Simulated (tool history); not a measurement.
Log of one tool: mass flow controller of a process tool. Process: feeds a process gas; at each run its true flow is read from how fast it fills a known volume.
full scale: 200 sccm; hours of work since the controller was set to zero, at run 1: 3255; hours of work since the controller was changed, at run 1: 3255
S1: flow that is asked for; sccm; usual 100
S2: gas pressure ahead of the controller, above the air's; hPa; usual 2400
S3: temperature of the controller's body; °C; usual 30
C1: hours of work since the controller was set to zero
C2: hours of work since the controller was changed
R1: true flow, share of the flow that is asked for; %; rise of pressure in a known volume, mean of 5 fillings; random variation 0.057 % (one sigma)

{"run": 1, "hour": 0.0, "S1": 100, "S2": 2400, "S3": 30, "C1": 3255, "C2": 3255, "R1": 97.64}
{"run": 2, "hour": 121.6, "S1": 100, "S2": 2400, "S3": 30, "C1": 3340, "C2": 3340, "R1": 97.45}
{"run": 3, "hour": 188.3, "S1": 100, "S2": 2400, "S3": 30, "C1": 3386, "C2": 3386, "R1": 97.46}
{"run": 4, "hour": 332.5, "S1": 100, "S2": 2400, "S3": 30, "C1": 3487, "C2": 3487, "R1": 97.32}
{"run": 5, "hour": 479.7, "S1": 100, "S2": 2400, "S3": 33, "C1": 3589, "C2": 3589, "R1": 96.83}
{"run": 6, "hour": 626.3, "S1": 100, "S2": 2400, "S3": 21, "C1": 3691, "C2": 3691, "R1": 97.78}
{"run": 7, "hour": 725.1, "S1": 55, "S2": 2400, "S3": 21, "C1": 3760, "C2": 3760, "R1": 97.01}
{"run": 8, "hour": 807.7, "S1": 55, "S2": 2400, "S3": 21, "C1": 3817, "C2": 3817, "R1": 96.86}
{"run": 9, "hour": 948.1, "S1": 55, "S2": 2400, "S3": 21, "C1": 3915, "C2": 3915, "R1": 96.69}
{"run": 10, "hour": 1039.7, "S1": 100, "S2": 2400, "S3": 30, "C1": 3979, "C2": 3979, "R1": 96.45}
{"run": 11, "hour": 1124.8, "S1": 100, "S2": 2400, "S3": 30, "C1": 4038, "C2": 4038, "R1": 96.33}
{"run": 12, "hour": 1270.4, "S1": 132, "S2": 2400, "S3": 30, "C1": 4139, "C2": 4139, "R1": 96.69}
{"run": 13, "hour": 1381.4, "S1": 132, "S2": 2400, "S3": 30, "C1": 4217, "C2": 4217, "R1": 96.52}
{"run": 14, "hour": 1501.6, "S1": 100, "S2": 2400, "S3": 30, "C1": 4300, "C2": 4300, "R1": 95.93}
{"run": 15, "hour": 1630.7, "S1": 100, "S2": 1410, "S3": 30, "C1": 4390, "C2": 4390, "R1": 96.23}
{"run": 16, "hour": 1724.6, "S1": 100, "S2": 1410, "S3": 30, "C1": 4455, "C2": 4455, "R1": 96.13}
{"run": 17, "hour": 1836.3, "S1": 28, "S2": 1410, "S3": 30, "C1": 4533, "C2": 4533, "R1": 94.92}
{"hour": 1908.5, "done": "gauge calibrated"}
{"run": 18, "hour": 1987.6, "S1": 93, "S2": 1630, "S3": 30, "C1": 4638, "C2": 4638, "R1": 97.92}
{"run": 19, "hour": 2068.6, "S1": 44, "S2": 2480, "S3": 30, "C1": 4695, "C2": 4695, "R1": 96.61}
{"run": 20, "hour": 2169.1, "S1": 40, "S2": 2480, "S3": 22, "C1": 4765, "C2": 4765, "R1": 97.19}
{"run": 21, "hour": 2240.6, "S1": 40, "S2": 2480, "S3": 22, "C1": 4815, "C2": 4815, "R1": 97.04}
{"run": 22, "hour": 2362.0, "S1": 40, "S2": 2480, "S3": 22, "C1": 4899, "C2": 4899, "R1": 96.95}
{"run": 23, "hour": 2439.2, "S1": 40, "S2": 2480, "S3": 22, "C1": 4953, "C2": 4953, "R1": 96.85}
{"run": 24, "hour": 2516.2, "S1": 52, "S2": 1710, "S3": 22, "C1": 5006, "C2": 5006, "R1": 97.38}
{"run": 25, "hour": 2612.8, "S1": 52, "S2": 1710, "S3": 22, "C1": 5074, "C2": 5074, "R1": 97.22}
{"run": 26, "hour": 2684.7, "S1": 113, "S2": 2400, "S3": 22, "C1": 5124, "C2": 5124, "R1": 97.73}
{"run": 27, "hour": 2799.6, "S1": 113, "S2": 2400, "S3": 22, "C1": 5204, "C2": 5204, "R1": 97.58}
{"run": 28, "hour": 2945.8, "S1": 32, "S2": 1770, "S3": 21, "C1": 5305, "C2": 5305, "R1": 96.47}
{"run": 29, "hour": 3062.7, "S1": 67, "S2": 2260, "S3": 30, "C1": 5387, "C2": 5387, "R1": 95.91}
{"run": 30, "hour": 3142.5, "S1": 100, "S2": 2150, "S3": 30, "C1": 5442, "C2": 5442, "R1": 96.31}
{"run": 31, "hour": 3219.6, "S1": 134, "S2": 2150, "S3": 30, "C1": 5496, "C2": 5496, "R1": 96.85}
{"run": 32, "hour": 3293.4, "S1": 134, "S2": 2150, "S3": 30, "C1": 5547, "C2": 5547, "R1": 96.66}
{"run": 33, "hour": 3382.1, "S1": 134, "S2": 2150, "S3": 30, "C1": 5609, "C2": 5609, "R1": 96.58}
{"run": 34, "hour": 3455.9, "S1": 86, "S2": 1590, "S3": 34, "C1": 5660, "C2": 5660, "R1": 95.72}

3 ways to go on from here, each from the tool as it stands after run 34. What would each give?
{"run": "A", "hour": 3528.5, "S1": 98, "S2": 2400, "S3": 26, "C1": 5711, "C2": 5711, "R1": "?"}
{"run": "B", "hour": 3528.5, "S1": 100, "S2": 1740, "S3": 26, "C1": 5711, "C2": 5711, "R1": "?"}
{"run": "C", "hour": 3528.5, "S1": 100, "S2": 1460, "S3": 30, "C1": 5711, "C2": 5711, "R1": "?"}

run=A R1=96.08
run=B R1=96.44
run=C R1=96.26
Without the tool's hidden state the same runs would have given:
run=A R1=98.03
run=B R1=98.39
run=C R1=98.21

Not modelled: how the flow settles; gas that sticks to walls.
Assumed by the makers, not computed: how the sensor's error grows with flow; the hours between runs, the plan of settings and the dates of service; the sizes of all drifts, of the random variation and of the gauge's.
